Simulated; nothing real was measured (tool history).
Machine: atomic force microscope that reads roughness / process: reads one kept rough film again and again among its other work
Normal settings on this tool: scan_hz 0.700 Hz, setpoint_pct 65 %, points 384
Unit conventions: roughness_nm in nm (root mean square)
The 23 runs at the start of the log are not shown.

run	day	scan_hz	setpoint_pct	points	roughness_nm
# day 30.833: new tip fitted
24	31.375	0.762	68	310	2.442
# day 32.433: new tip fitted
25	32.433	0.762	68	310	3.266
# day 34.079: new tip fitted
26	34.104	0.594	68	310	3.343
27	35.442	0.594	62	310	1.735
# day 35.696: new tip fitted
28	36.517	0.594	62	310	2.083
# day 37.171: height scale calibrated on a step standard, once more
# day 37.317: new tip fitted
29	37.738	2.425	62	544	2.557
30	38.462	2.425	65	544	1.797
# day 38.975: new tip fitted
31	39.429	1.521	85	384	2.275

Consider 4 possible next runs. They are alternatives, not a sequence: every one starts from the tool as it was left by run 31. What does each give?
A	40.150	2.559	90	311	?
B	40.150	1.589	90	384	?
C	40.150	0.529	70	498	?
D	40.150	1.521	79	384	?

run	roughness_nm
A	1.430
B	1.576
C	1.841
D	1.687
Take away the tool's hidden state, keep each run's random variation, and the runs would have read:
run	roughness_nm
A	2.665
B	2.929
C	3.427
D	3.142
